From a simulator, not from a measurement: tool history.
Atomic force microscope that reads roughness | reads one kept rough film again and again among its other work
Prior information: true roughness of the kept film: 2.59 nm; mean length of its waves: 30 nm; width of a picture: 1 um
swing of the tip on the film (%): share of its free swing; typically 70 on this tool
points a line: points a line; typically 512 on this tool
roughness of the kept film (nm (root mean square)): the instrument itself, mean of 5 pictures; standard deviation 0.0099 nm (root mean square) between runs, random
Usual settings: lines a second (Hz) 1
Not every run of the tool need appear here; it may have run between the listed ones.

run	day	lines a second (Hz)	swing of the tip on the film (%)	points a line	roughness of the kept film (nm (root mean square))
1	0	1	70	512	2.245
2	0.583	1	70	512	2.262
3	1.125	1	70	512	2.254
4	1.821	1	70	512	2.249
# day 2.375: new tip fitted
5	2.967	1	70	512	2.252
6	3.625	1.78	70	512	2.162
7	4.608	1.78	70	512	2.152
8	5.417	2.95	70	512	2.016
9	5.904	1	70	512	2.251
10	6.454	1	70	512	2.244
# day 6.858: new tip fitted
11	7.271	1	70	512	2.238
12	7.975	1	70	512	2.254
13	9.125	1	87	512	2.088
14	10.125	1	87	512	2.088
15	10.671	1	87	512	2.091
# day 11.412: new tip fitted
16	11.417	0.58	87	512	2.19
17	12.175	0.58	87	512	2.215
18	12.992	0.58	90	512	2.176
19	13.9	0.58	90	512	2.164
20	14.95	0.58	90	512	2.194
21	15.75	1	73	512	2.217
# day 15.921: new tip fitted
22	16.408	1	86	512	2.108
23	17.017	1	86	512	2.099
24	18.133	1	86	593	2.089
25	18.692	1	86	593	2.085
26	19.758	1	86	593	2.108
# day 20.45: new tip fitted
27	20.904	0.61	80	556	2.244
28	21.817	1.39	62	294	2.257
29	22.925	0.69	70	364	2.271
30	23.588	1.03	90	372	2.036
31	24.6	0.7	61	372	2.321
# day 24.946: new tip fitted
32	25.15	0.74	55	306	2.328
33	26.196	3.41	60	359	2.143
34	27.088	0.93	64	647	2.293
35	27.675	1	57	352	2.303
36	28.642	2.6	85	512	1.784
37	29.125	2.6	85	512	1.791
# day 29.479: new tip fitted
38	30.062	0.93	70	512	2.247
39	31.121	1.69	82	723	2.011
40	32.158	0.6	63	883	2.333
41	32.908	2.74	59	509	2.207
42	33.692	2.31	85	508	1.83
# day 33.983: new tip fitted
43	34.571	1.1	68	823	2.278
44	35.275	2.45	70	512	2.082
45	36.029	2.45	70	512	2.1
46	36.492	2.35	56	407	2.238
47	37.071	2.35	56	407	2.261
48	37.621	2.35	56	407	2.258
# day 38.467: new tip fitted
49	38.571	1	72	757	2.252
50	39.046	1	59	949	2.32
51	40.05	1	59	949	2.318
52	40.554	1	59	949	2.323

Each row is a separate what-if for the run after 52, all from the same tool condition, not one after another. Results?
A	41.462	1	84	949	?
B	41.462	1	75	845	?
C	41.462	1	59	949	?

run	roughness of the kept film (nm (root mean square))
A	2.127
B	2.225
C	2.318
Take away the tool's hidden state, keep each run's random variation, and the runs would have read:
run	roughness of the kept film (nm (root mean square))
A	2.132
B	2.23
C	2.323
